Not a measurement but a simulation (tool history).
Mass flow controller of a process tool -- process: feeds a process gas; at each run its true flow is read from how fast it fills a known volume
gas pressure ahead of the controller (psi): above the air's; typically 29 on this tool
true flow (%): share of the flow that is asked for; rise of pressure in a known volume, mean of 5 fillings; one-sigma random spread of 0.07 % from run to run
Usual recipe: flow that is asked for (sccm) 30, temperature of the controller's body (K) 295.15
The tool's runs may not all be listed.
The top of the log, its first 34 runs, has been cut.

run	hour	flow that is asked for (sccm)	gas pressure ahead of the controller (psi)	temperature of the controller's body (K)	true flow (%)
35	10820.2	30	29.2	302.15	103.78
36	11273.8	30	29.2	302.15	103.74
37	11674.8	11	36.4	296.15	108.6
38	12065.5	11	36.4	296.15	108.74
39	12266.3	11	36.4	296.15	108.86
40	12605.2	25	36.4	296.15	105.06
41	12886.8	39	34.7	295.15	104.24
42	13271.5	26	29	304.15	104.76

Run 43 is up next; what results do you expect?
43	13492.3	30	23.1	304.15	?

true flow (%): 104.5
Were there no unlogged condition in the tool, this run, its random variation unchanged, would have produced true flow (%) 98.16.
